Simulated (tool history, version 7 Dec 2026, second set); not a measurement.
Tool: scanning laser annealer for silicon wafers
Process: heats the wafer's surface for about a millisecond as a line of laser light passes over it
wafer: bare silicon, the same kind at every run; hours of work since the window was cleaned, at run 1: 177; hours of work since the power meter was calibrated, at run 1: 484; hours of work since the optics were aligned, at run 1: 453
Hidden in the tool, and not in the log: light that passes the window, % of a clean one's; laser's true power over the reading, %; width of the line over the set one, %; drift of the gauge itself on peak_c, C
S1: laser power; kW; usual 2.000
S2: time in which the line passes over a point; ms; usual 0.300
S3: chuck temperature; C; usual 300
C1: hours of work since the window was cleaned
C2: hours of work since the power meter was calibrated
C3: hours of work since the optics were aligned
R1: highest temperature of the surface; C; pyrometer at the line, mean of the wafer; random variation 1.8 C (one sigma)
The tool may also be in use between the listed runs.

{"run": 1, "hour": 0.0, "S1": 2.0, "S2": 0.3, "S3": 300, "C1": 177, "C2": 484, "C3": 453, "R1": 1061}
{"run": 2, "hour": 17.2, "S1": 2.0, "S2": 0.3, "S3": 300, "C1": 186, "C2": 493, "C3": 462, "R1": 1063}
{"run": 3, "hour": 39.6, "S1": 2.161, "S2": 0.3, "S3": 300, "C1": 197, "C2": 505, "C3": 473, "R1": 1145}
{"run": 4, "hour": 58.9, "S1": 2.0, "S2": 0.3, "S3": 300, "C1": 207, "C2": 515, "C3": 483, "R1": 1062}
{"run": 5, "hour": 83.5, "S1": 2.0, "S2": 0.3, "S3": 300, "C1": 220, "C2": 527, "C3": 496, "R1": 1061}
{"run": 6, "hour": 96.5, "S1": 2.0, "S2": 0.3, "S3": 329, "C1": 227, "C2": 534, "C3": 503, "R1": 1093}
{"run": 7, "hour": 108.3, "S1": 2.0, "S2": 0.3, "S3": 329, "C1": 233, "C2": 540, "C3": 509, "R1": 1095}
{"run": 8, "hour": 127.4, "S1": 2.0, "S2": 0.3, "S3": 300, "C1": 243, "C2": 550, "C3": 519, "R1": 1059}
{"run": 9, "hour": 138.3, "S1": 2.0, "S2": 0.3, "S3": 300, "C1": 248, "C2": 556, "C3": 524, "R1": 1060}
{"run": 10, "hour": 156.9, "S1": 2.0, "S2": 0.325, "S3": 304, "C1": 258, "C2": 565, "C3": 534, "R1": 1092}
{"run": 11, "hour": 175.6, "S1": 2.115, "S2": 0.325, "S3": 321, "C1": 268, "C2": 575, "C3": 544, "R1": 1169}
{"run": 12, "hour": 191.5, "S1": 2.017, "S2": 0.306, "S3": 317, "C1": 276, "C2": 583, "C3": 552, "R1": 1089}
{"run": 13, "hour": 214.1, "S1": 2.017, "S2": 0.229, "S3": 319, "C1": 288, "C2": 595, "C3": 564, "R1": 998}
{"run": 14, "hour": 236.5, "S1": 2.02, "S2": 0.226, "S3": 300, "C1": 299, "C2": 607, "C3": 575, "R1": 977}
{"run": 15, "hour": 247.8, "S1": 2.0, "S2": 0.334, "S3": 305, "C1": 305, "C2": 612, "C3": 581, "R1": 1101}

Forecast each of these 5 alternatives for the next run:
{"run": "A", "hour": 258.5, "S1": 1.853, "S2": 0.3, "S3": 260, "C1": 311, "C2": 618, "C3": 586, "R1": "?"}
{"run": "B", "hour": 258.5, "S1": 1.854, "S2": 0.326, "S3": 301, "C1": 311, "C2": 618, "C3": 586, "R1": "?"}
{"run": "C", "hour": 258.5, "S1": 1.974, "S2": 0.3, "S3": 335, "C1": 311, "C2": 618, "C3": 586, "R1": "?"}
{"run": "D", "hour": 258.5, "S1": 2.0, "S2": 0.334, "S3": 269, "C1": 311, "C2": 618, "C3": 586, "R1": "?"}
{"run": "E", "hour": 258.5, "S1": 1.927, "S2": 0.3, "S3": 331, "C1": 311, "C2": 618, "C3": 586, "R1": "?"}

run=A R1=945
run=B R1=1013
run=C R1=1079
run=D R1=1061
run=E R1=1053
Without the tool's hidden state the same runs would have given:
run=A R1=963
run=B R1=1032
run=C R1=1099
run=D R1=1082
run=E R1=1072

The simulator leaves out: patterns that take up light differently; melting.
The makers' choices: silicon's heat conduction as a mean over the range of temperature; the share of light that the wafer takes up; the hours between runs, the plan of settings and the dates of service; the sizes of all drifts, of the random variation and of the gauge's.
